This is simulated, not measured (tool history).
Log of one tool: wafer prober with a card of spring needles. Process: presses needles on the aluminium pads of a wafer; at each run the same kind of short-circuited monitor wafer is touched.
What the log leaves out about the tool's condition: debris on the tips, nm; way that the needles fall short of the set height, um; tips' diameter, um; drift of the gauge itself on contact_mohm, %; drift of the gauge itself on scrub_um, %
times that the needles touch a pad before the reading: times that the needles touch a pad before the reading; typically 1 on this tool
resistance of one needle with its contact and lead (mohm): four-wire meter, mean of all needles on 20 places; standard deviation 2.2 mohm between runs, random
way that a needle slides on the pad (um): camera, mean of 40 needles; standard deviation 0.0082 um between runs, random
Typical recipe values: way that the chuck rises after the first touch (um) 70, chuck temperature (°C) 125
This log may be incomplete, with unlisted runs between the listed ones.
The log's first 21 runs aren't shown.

| run | day | way that the chuck rises after the first touch (um) | chuck temperature (°C) | times that the needles touch a pad before the reading | touches since the tips were cleaned | cleanings since the card got new needles | touches since the first contact's height was set | resistance of one needle with its contact and lead (mohm) | way that a needle slides on the pad (um) |
|---|---|---|---|---|---|---|---|---|---|
| 22 | 19.088 | 81 | 34 | 2 | 5982 | 25 | 87695 | 220 | 13.662 |
|  | 19.725 | tips cleaned on abrasive film |
| 23 | 20.088 | 81 | 34 | 2 | 1699 | 26 | 92369 | 222 | 13.691 |
| 24 | 20.712 | 88 | 25 | 2 | 4628 | 26 | 95298 | 218 | 14.893 |
|  | 21.633 | tips cleaned on abrasive film |
| 25 | 21.696 | 88 | 25 | 2 | 292 | 27 | 99874 | 216 | 14.898 |
| 26 | 22.554 | 88 | 25 | 2 | 4322 | 27 | 103904 | 218 | 14.928 |
|  | 23.504 | tips cleaned on abrasive film |
| 27 | 23.75 | 55 | 125 | 1 | 1143 | 28 | 109470 | 256 | 9.359 |
| 28 | 24.833 | 55 | 125 | 1 | 6227 | 28 | 114554 | 263 | 9.384 |
|  | 25.371 | tips cleaned on abrasive film |
| 29 | 25.767 | 56 | 125 | 2 | 1860 | 29 | 118902 | 254 | 9.56 |
| 30 | 26.621 | 56 | 125 | 2 | 5860 | 29 | 122902 | 258 | 9.589 |
|  | 27.221 | tips cleaned on abrasive film |
| 31 | 27.596 | 56 | 125 | 2 | 1752 | 30 | 127442 | 253 | 9.591 |

5 options for the next run, each taken on its own from the tool as it stands now. Forecast them:
| A | 28.229 | 70 | 73 | 1 | 4729 | 30 | 130419 | ? | ? |
| B | 28.229 | 70 | 79 | 2 | 4729 | 30 | 130419 | ? | ? |
| C | 28.229 | 70 | 125 | 1 | 4729 | 30 | 130419 | ? | ? |
| D | 28.229 | 64 | 54 | 2 | 4729 | 30 | 130419 | ? | ? |
| E | 28.229 | 58 | 125 | 2 | 4729 | 30 | 130419 | ? | ? |

| run | resistance of one needle with its contact and lead (mohm) | way that a needle slides on the pad (um) |
|---|---|---|
| A | 235 | 12.012 |
| B | 240 | 12.034 |
| C | 251 | 12.022 |
| D | 235 | 10.97 |
| E | 254 | 9.946 |
The same runs, with their run-to-run variation unchanged, on a tool lacking any hidden condition would have given:
| run | resistance of one needle with its contact and lead (mohm) | way that a needle slides on the pad (um) |
|---|---|---|
| A | 235 | 11.601 |
| B | 240 | 11.622 |
| C | 250 | 11.611 |
| D | 235 | 10.594 |
| E | 254 | 9.605 |
